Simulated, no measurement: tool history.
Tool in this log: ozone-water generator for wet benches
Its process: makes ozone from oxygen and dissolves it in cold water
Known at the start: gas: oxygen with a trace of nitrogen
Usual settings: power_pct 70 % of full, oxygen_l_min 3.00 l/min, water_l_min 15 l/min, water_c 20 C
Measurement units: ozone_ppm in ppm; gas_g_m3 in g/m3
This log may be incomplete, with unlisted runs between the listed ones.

run    hour  power_pct  oxygen_l_min  water_l_min  water_c  ozone_ppm  gas_g_m3
  1     0.0         70          3.00           15       20       13.8     175.8
  2   129.9         70          3.00           15       20       13.8     178.1
  3   225.6         70          3.00           15       20       13.7     177.0
  4   321.3         70          3.00           15       20       13.9     176.3
  5   408.7         94          3.00           15       20       16.4     209.4
  6   516.3         94          3.00           15       20       16.5     211.2
  7   646.5         94          3.00           10       20       23.4     211.3
  8   810.0         70          3.00           15       20       13.7     175.0
  9   892.1         43          3.00           15       20        9.8     129.7
 10  1030.1         43          3.00           15       20        9.9     129.7
 11  1177.8         70          3.00           15       13       14.6     173.4
 12  1328.5         70          3.00           15       13       14.4     174.0
 13  1506.7         57          3.42           15       20       12.1     147.2
 14  1643.7         57          3.42           15       20       11.9     145.0
     1655.3  -- contactor cleaned
 15  1796.9         42          3.00           15       14       10.1     127.3
 16  1902.4         42          3.00           15       14       10.3     125.4
 17  2082.9         42          3.00           15       14       10.2     126.5
 18  2243.5         42          3.00           15       14       10.1     126.3
 19  2324.2         68          4.45            9       20       20.5     148.4

Run 20 comes next. What will it give?
 20  2433.1         70          3.00           18       20          ?         ?

{"run 20": {"ozone_ppm": 10.6, "gas_g_m3": 169.3}}
Minus the tool's unlogged condition, the same run would have read ozone_ppm 13.1 ppm, gas_g_m3 195.1 g/m3.
